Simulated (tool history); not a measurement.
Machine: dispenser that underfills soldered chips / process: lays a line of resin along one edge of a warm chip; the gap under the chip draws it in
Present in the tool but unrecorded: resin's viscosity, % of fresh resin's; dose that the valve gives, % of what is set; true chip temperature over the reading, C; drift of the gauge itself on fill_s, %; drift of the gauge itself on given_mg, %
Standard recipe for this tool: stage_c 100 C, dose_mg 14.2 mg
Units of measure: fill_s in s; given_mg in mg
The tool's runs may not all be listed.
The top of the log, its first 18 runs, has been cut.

run  hour  stage_c  dose_mg  hours of work since the syringe was changed  hours of work since the valve was cleaned  hours of work since the stage was calibrated  fill_s  given_mg
 19  60.5       97     12.2                                            7                                        106                                            68   213.8     11.32
     62.3  -- new syringe of resin
 20  63.6       97     12.2                                            1                                        107                                            70   142.8     11.31
 21  66.4      112       14                                            3                                        109                                            72   106.8     12.92
 22  70.6      112       14                                            6                                        112                                            75   128.9     12.89
     73.6  -- new syringe of resin
 23    75      100     13.8                                            1                                        115                                            77   132.6     12.75
 24  78.3      100     13.8                                            3                                        117                                            80   155.5     12.67
 25  82.8       93     16.6                                            6                                        121                                            83   234.7     15.29
     84.9  -- new syringe of resin
 26  86.8       93     16.6                                            1                                        123                                            85   160.9      15.2
 27  88.7       93     16.6                                            3                                        124                                            87     175     15.16
 28  91.6       87     17.8                                            5                                        126                                            89   241.9     16.15
 29  94.1      100     12.4                                            6                                        128                                            90   194.6     11.28
     96.3  -- new syringe of resin
 30  96.7       89     12.7                                            0                                        130                                            92   176.8     11.66

Forecast run 31:
 31  100.3       85     14.6                                            3                                        132                                            94       ?         ?

fill_s: 232.1 s
given_mg: 13.22 mg
On a tool with no hidden condition, and with the same random variation, this run would have come out at fill_s 185.2 s, given_mg 14.56 mg.
